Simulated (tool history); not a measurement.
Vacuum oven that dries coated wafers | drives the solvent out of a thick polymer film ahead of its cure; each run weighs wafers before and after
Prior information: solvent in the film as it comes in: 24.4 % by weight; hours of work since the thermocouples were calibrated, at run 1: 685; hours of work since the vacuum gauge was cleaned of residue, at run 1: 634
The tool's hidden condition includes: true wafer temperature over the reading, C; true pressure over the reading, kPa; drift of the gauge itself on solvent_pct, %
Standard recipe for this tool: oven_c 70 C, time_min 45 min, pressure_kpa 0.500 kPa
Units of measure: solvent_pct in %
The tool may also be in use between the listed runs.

| run | hour | oven_c | time_min | pressure_kpa | hours of work since the thermocouples were calibrated | hours of work since the vacuum gauge was cleaned of residue | solvent_pct |
|---|---|---|---|---|---|---|---|
| 1 | 0.0 | 70 | 45 | 0.500 | 685 | 634 | 4.41 |
| 2 | 36.3 | 70 | 45 | 0.500 | 701 | 650 | 4.35 |
| 3 | 58.0 | 70 | 45 | 0.500 | 711 | 660 | 4.42 |
| 4 | 102.5 | 70 | 62 | 0.500 | 731 | 680 | 2.75 |
| 5 | 124.5 | 70 | 62 | 0.500 | 740 | 689 | 2.71 |
| 6 | 157.2 | 70 | 28 | 0.500 | 755 | 704 | 7.59 |
| 7 | 184.3 | 70 | 45 | 0.500 | 767 | 716 | 4.44 |
| 8 | 212.1 | 70 | 51 | 0.500 | 779 | 728 | 3.86 |
| 9 | 249.7 | 70 | 51 | 0.500 | 796 | 745 | 3.86 |
| 10 | 277.7 | 70 | 51 | 0.500 | 808 | 757 | 3.70 |
| 11 | 319.4 | 70 | 34 | 0.500 | 826 | 775 | 6.32 |
| 12 | 362.9 | 70 | 63 | 0.500 | 846 | 795 | 2.75 |
| 13 | 383.2 | 70 | 63 | 1.564 | 854 | 803 | 3.83 |
|  | 387.0 | vacuum gauge cleaned of residue and calibrated |
| 14 | 422.7 | 70 | 28 | 0.429 | 871 | 16 | 7.88 |
| 15 | 454.2 | 70 | 28 | 0.429 | 885 | 30 | 7.70 |
| 16 | 496.3 | 70 | 62 | 0.500 | 904 | 48 | 2.90 |
| 17 | 519.1 | 81 | 59 | 1.553 | 914 | 58 | 1.55 |
| 18 | 544.9 | 81 | 59 | 1.553 | 925 | 70 | 1.53 |
|  | 559.1 | vacuum gauge cleaned of residue and calibrated, once more |
| 19 | 577.0 | 61 | 53 | 1.242 | 939 | 8 | 8.50 |
| 20 | 609.5 | 64 | 45 | 0.297 | 953 | 22 | 6.90 |
| 21 | 645.7 | 62 | 24 | 0.289 | 969 | 38 | 12.32 |
| 22 | 671.9 | 67 | 67 | 0.482 | 981 | 50 | 3.32 |
| 23 | 691.4 | 59 | 80 | 1.029 | 989 | 58 | 6.74 |
| 24 | 716.7 | 59 | 80 | 1.029 | 1000 | 70 | 6.62 |
| 25 | 738.3 | 70 | 72 | 1.349 | 1010 | 79 | 2.92 |

Hidden state at the last listed run before each entry between runs and at the first one after, where it differs:
Runs 13 to 14: vacuum gauge cleaned of residue and calibrated (hour 387.0)
  true wafer temperature over the reading, C: -0.92 -> -0.94; true pressure over the reading, kPa: 0.239 -> 0.297
  measured minus no-state result, solvent_pct: +0.56 -> +0.70 %
Runs 18 to 19: vacuum gauge cleaned of residue and calibrated, once more (hour 559.1)
  true wafer temperature over the reading, C: -1.01 -> -1.03; true pressure over the reading, kPa: 0.313 -> -0.017
  measured minus no-state result, solvent_pct: +0.32 -> +0.53 %

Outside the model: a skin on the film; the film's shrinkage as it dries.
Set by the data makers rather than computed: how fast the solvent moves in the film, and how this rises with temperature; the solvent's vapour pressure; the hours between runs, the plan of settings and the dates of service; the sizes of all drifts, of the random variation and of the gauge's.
